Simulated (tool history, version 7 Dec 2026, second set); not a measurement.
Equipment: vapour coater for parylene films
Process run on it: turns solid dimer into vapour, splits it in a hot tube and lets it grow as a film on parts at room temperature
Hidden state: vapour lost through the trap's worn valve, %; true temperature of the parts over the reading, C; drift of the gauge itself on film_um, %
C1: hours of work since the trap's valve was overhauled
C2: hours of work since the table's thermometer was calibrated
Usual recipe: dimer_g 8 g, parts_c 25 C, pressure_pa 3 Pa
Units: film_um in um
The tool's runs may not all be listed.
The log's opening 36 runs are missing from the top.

run 37 day=18.425 | dimer_g=10 parts_c=21 pressure_pa=8.45 | C1=54 C2=203 | film_um=1.71
run 38 day=18.988 | dimer_g=8 parts_c=36 pressure_pa=3.11 | C1=60 C2=209 | film_um=0.9
run 39 day=19.396 | dimer_g=9 parts_c=20 pressure_pa=3.68 | C1=64 C2=213 | film_um=1.73
run 40 day=19.758 | dimer_g=9 parts_c=20 pressure_pa=3.68 | C1=68 C2=217 | film_um=1.72
run 41 day=20.088 | dimer_g=9 parts_c=20 pressure_pa=3.68 | C1=71 C2=220 | film_um=1.7
run 42 day=20.412 | dimer_g=9 parts_c=35 pressure_pa=6.58 | C1=74 C2=223 | film_um=0.96
run 43 day=20.933 | dimer_g=8 parts_c=22 pressure_pa=5.5 | C1=80 C2=229 | film_um=1.37
run 44 day=21.408 | dimer_g=12 parts_c=22 pressure_pa=2.81 | C1=85 C2=234 | film_um=2.17
run 45 day=21.938 | dimer_g=12 parts_c=22 pressure_pa=2.81 | C1=90 C2=239 | film_um=2.15
run 46 day=22.442 | dimer_g=12 parts_c=22 pressure_pa=2.81 | C1=95 C2=244 | film_um=2.18

What if the next run were any one of these 5? Each begins from the tool's condition after run 46:
run A day=22.758 | dimer_g=8 parts_c=25 pressure_pa=3.23 | C1=98 C2=247 | film_um=?
run B day=22.758 | dimer_g=12 parts_c=27 pressure_pa=7.91 | C1=98 C2=247 | film_um=?
run C day=22.758 | dimer_g=8 parts_c=25 pressure_pa=5.64 | C1=98 C2=247 | film_um=?
run D day=22.758 | dimer_g=12 parts_c=22 pressure_pa=7.89 | C1=98 C2=247 | film_um=?
run E day=22.758 | dimer_g=12 parts_c=22 pressure_pa=3.17 | C1=98 C2=247 | film_um=?

run=A film_um=1.29
run=B film_um=1.67
run=C film_um=1.23
run=D film_um=1.98
run=E film_um=2.14
What these runs would have given with no unlogged condition in the tool:
run=A film_um=1.35
run=B film_um=1.74
run=C film_um=1.28
run=D film_um=2.07
run=E film_um=2.25
